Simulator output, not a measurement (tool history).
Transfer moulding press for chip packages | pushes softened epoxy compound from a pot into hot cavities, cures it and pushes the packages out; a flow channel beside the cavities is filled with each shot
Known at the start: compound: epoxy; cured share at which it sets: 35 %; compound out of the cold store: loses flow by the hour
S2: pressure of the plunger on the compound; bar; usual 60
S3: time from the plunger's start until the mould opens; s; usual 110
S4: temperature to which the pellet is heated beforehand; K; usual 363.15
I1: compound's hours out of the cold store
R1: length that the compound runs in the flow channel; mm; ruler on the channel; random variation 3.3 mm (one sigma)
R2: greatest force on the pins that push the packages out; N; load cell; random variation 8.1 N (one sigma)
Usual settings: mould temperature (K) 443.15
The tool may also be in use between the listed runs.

{"run": 1, "day": 0.0, "mould temperature (K)": 443.15, "S2": 60, "S3": 110, "S4": 363.15, "I1": 42.5, "R1": 862, "R2": 724}
{"run": 2, "day": 0.579, "mould temperature (K)": 449.15, "S2": 60, "S3": 110, "S4": 363.15, "I1": 13.2, "R1": 963, "R2": 734}
{"day": 1.104, "done": "cavities cleaned with cleaning compound and waxed"}
{"run": 3, "day": 1.612, "mould temperature (K)": 449.15, "S2": 60, "S3": 110, "S4": 363.15, "I1": 18.2, "R1": 946, "R2": 445}
{"run": 4, "day": 2.308, "mould temperature (K)": 443.15, "S2": 60, "S3": 110, "S4": 363.15, "I1": 36.1, "R1": 879, "R2": 564}
{"run": 5, "day": 2.946, "mould temperature (K)": 443.15, "S2": 60, "S3": 110, "S4": 363.15, "I1": 21.6, "R1": 937, "R2": 662}
{"run": 6, "day": 4.017, "mould temperature (K)": 443.15, "S2": 60, "S3": 110, "S4": 363.15, "I1": 15.1, "R1": 964, "R2": 723}
{"run": 7, "day": 4.733, "mould temperature (K)": 443.15, "S2": 60, "S3": 110, "S4": 363.15, "I1": 41, "R1": 855, "R2": 789}
{"day": 5.083, "done": "cavities cleaned with cleaning compound and waxed"}
{"run": 8, "day": 5.921, "mould temperature (K)": 443.15, "S2": 60, "S3": 110, "S4": 363.15, "I1": 38.8, "R1": 861, "R2": 518}
{"run": 9, "day": 6.733, "mould temperature (K)": 443.15, "S2": 60, "S3": 110, "S4": 363.15, "I1": 36.9, "R1": 870, "R2": 642}
{"run": 10, "day": 7.746, "mould temperature (K)": 449.15, "S2": 60, "S3": 110, "S4": 363.15, "I1": 10.5, "R1": 960, "R2": 696}
{"run": 11, "day": 8.604, "mould temperature (K)": 449.15, "S2": 60, "S3": 110, "S4": 363.15, "I1": 44.3, "R1": 825, "R2": 707}
{"day": 9.104, "done": "cavities cleaned with cleaning compound and waxed"}
{"run": 12, "day": 9.267, "mould temperature (K)": 449.15, "S2": 60, "S3": 110, "S4": 363.15, "I1": 19.7, "R1": 919, "R2": 380}
{"run": 13, "day": 10.179, "mould temperature (K)": 449.15, "S2": 60, "S3": 110, "S4": 363.15, "I1": 15.9, "R1": 931, "R2": 536}
{"run": 14, "day": 11.329, "mould temperature (K)": 443.15, "S2": 60, "S3": 110, "S4": 363.15, "I1": 29.1, "R1": 893, "R2": 694}
{"run": 15, "day": 12.112, "mould temperature (K)": 439.15, "S2": 58.5, "S3": 110, "S4": 370.15, "I1": 27.4, "R1": 895, "R2": 794}
{"day": 13.108, "done": "cavities cleaned with cleaning compound and waxed"}
{"run": 16, "day": 13.254, "mould temperature (K)": 450.15, "S2": 57.1, "S3": 95, "S4": 357.15, "I1": 10.8, "R1": 920, "R2": 380}
{"run": 17, "day": 14.4, "mould temperature (K)": 443.15, "S2": 60, "S3": 104, "S4": 363.15, "I1": 42.2, "R1": 832, "R2": 606}
{"run": 18, "day": 15.371, "mould temperature (K)": 443.15, "S2": 60, "S3": 110, "S4": 356.15, "I1": 17.9, "R1": 933, "R2": 696}
{"run": 19, "day": 16.258, "mould temperature (K)": 450.15, "S2": 60, "S3": 110, "S4": 368.15, "I1": 31.5, "R1": 851, "R2": 703}
{"day": 17.112, "done": "cavities cleaned with cleaning compound and waxed"}
{"run": 20, "day": 17.45, "mould temperature (K)": 440.15, "S2": 56.7, "S3": 114, "S4": 354.15, "I1": 39.3, "R1": 823, "R2": 441}
{"run": 21, "day": 18.096, "mould temperature (K)": 440.15, "S2": 56.7, "S3": 114, "S4": 354.15, "I1": 9.1, "R1": 942, "R2": 594}
{"run": 22, "day": 18.679, "mould temperature (K)": 443.15, "S2": 69.7, "S3": 110, "S4": 354.15, "I1": 22.3, "R1": 978, "R2": 637}
{"run": 23, "day": 19.746, "mould temperature (K)": 443.15, "S2": 69.7, "S3": 110, "S4": 354.15, "I1": 12.2, "R1": 1020, "R2": 747}
{"run": 24, "day": 20.512, "mould temperature (K)": 443.15, "S2": 69.7, "S3": 110, "S4": 354.15, "I1": 19.5, "R1": 985, "R2": 767}

Run 25 comes next. What will it give?
{"day": 21.158, "done": "cavities cleaned with cleaning compound and waxed"}
{"run": 25, "day": 21.3, "mould temperature (K)": 447.15, "S2": 60, "S3": 110, "S4": 354.15, "I1": 24.4, "R1": "?", "R2": "?"}

Run 25 gave R1 872 mm, R2 359 N.
Without the tool's hidden state the same run would have given R1 918 mm, R2 327 N.

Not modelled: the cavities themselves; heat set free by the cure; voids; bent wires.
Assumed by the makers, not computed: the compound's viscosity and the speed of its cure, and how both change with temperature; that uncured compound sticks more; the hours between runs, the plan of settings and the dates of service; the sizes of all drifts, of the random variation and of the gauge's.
